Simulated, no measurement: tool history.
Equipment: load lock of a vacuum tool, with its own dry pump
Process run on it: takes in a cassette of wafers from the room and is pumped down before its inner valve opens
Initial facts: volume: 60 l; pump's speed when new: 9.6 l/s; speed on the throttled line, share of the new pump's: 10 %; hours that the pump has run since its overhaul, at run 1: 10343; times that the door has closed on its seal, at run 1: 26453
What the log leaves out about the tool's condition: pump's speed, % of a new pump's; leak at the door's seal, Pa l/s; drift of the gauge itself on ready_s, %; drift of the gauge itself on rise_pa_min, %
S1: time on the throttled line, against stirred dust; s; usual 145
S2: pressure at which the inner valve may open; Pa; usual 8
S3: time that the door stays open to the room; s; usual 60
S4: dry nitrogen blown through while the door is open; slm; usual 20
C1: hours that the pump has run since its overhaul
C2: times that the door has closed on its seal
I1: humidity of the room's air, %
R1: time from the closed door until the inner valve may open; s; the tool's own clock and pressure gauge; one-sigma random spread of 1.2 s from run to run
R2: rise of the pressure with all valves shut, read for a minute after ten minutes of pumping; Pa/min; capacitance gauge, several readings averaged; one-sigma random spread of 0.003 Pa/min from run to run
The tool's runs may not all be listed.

| run | day | S1 | S2 | S3 | S4 | C1 | C2 | I1 | R1 | R2 |
|---|---|---|---|---|---|---|---|---|---|---|
| 1 | 0.000 | 145 | 8 | 60 | 20 | 10343 | 26453 | 45.7 | 191.0 | 0.028 |
| 2 | 9.862 | 145 | 8 | 60 | 20 | 10580 | 27489 | 46.4 | 191.5 | 0.027 |
| 3 | 22.712 | 145 | 8 | 60 | 20 | 10889 | 28840 | 46.2 | 189.5 | 0.026 |
| 4 | 30.475 | 145 | 8 | 60 | 20 | 11075 | 29656 | 41.9 | 190.6 | 0.020 |
| 5 | 39.862 | 145 | 8 | 60 | 20 | 11300 | 30643 | 45.1 | 187.1 | 0.025 |
| 6 | 46.579 | 145 | 8 | 60 | 20 | 11461 | 31349 | 44.4 | 190.0 | 0.026 |
| 7 | 55.462 | 145 | 8 | 60 | 20 | 11675 | 32283 | 45.0 | 189.0 | 0.023 |
| 8 | 66.688 | 145 | 8 | 60 | 20 | 11944 | 33462 | 44.4 | 189.2 | 0.024 |
| 9 | 77.688 | 145 | 8 | 60 | 20 | 12208 | 34619 | 46.3 | 189.7 | 0.022 |
| 10 | 86.238 | 145 | 8 | 60 | 20 | 12413 | 35517 | 47.0 | 190.2 | 0.027 |
| 11 | 95.883 | 145 | 8 | 60 | 20 | 12645 | 36531 | 40.4 | 189.1 | 0.021 |
| 12 | 101.717 | 145 | 8 | 60 | 20 | 12785 | 37145 | 41.4 | 188.6 | 0.021 |
| 13 | 113.658 | 145 | 8 | 60 | 20 | 13071 | 38400 | 45.7 | 190.8 | 0.027 |
| 14 | 121.025 | 195 | 8 | 60 | 20 | 13248 | 39174 | 43.5 | 235.0 | 0.023 |
| 15 | 132.733 | 195 | 8 | 60 | 20 | 13529 | 40405 | 44.9 | 232.0 | 0.027 |
| 16 | 141.038 | 124 | 8 | 55 | 20 | 13728 | 41278 | 45.1 | 171.2 | 0.025 |
| 17 | 147.050 | 94 | 9 | 30 | 25 | 13873 | 41910 | 44.5 | 142.8 | 0.023 |
| 18 | 157.404 | 94 | 9 | 30 | 25 | 14121 | 42998 | 44.4 | 142.0 | 0.010 |
| 19 | 169.658 | 209 | 14 | 134 | 19 | 14415 | 44286 | 48.3 | 241.4 | 0.038 |
| 20 | 179.388 | 279 | 8 | 60 | 20 | 14649 | 45309 | 49.1 | 307.5 | 0.031 |
| 21 | 189.792 | 210 | 13 | 60 | 28 | 14898 | 46403 | 45.6 | 245.1 | 0.022 |
| 22 | 200.017 | 145 | 8 | 60 | 26 | 15144 | 47478 | 47.7 | 188.8 | 0.023 |
| 23 | 212.675 | 149 | 8 | 60 | 6 | 15448 | 48808 | 45.1 | 192.4 | 0.040 |

Predict each of these 3 candidate next runs independently; none follows another, all start after run 23:
| A | 226.962 | 147 | 8 | 60 | 6 | 15791 | 50310 | 42.1 | ? | ? |
| B | 226.962 | 222 | 12 | 161 | 6 | 15791 | 50310 | 42.4 | ? | ? |
| C | 226.962 | 149 | 7 | 60 | 37 | 15791 | 50310 | 45.8 | ? | ? |

| run | R1 | R2 |
|---|---|---|
| A | 189.4 | 0.031 |
| B | 255.1 | 0.058 |
| C | 193.4 | 0.017 |
With the hidden condition removed and each run's random variation left untouched, the same runs would have given:
| run | R1 | R2 |
|---|---|---|
| A | 189.4 | 0.030 |
| B | 255.1 | 0.057 |
| C | 193.4 | 0.016 |

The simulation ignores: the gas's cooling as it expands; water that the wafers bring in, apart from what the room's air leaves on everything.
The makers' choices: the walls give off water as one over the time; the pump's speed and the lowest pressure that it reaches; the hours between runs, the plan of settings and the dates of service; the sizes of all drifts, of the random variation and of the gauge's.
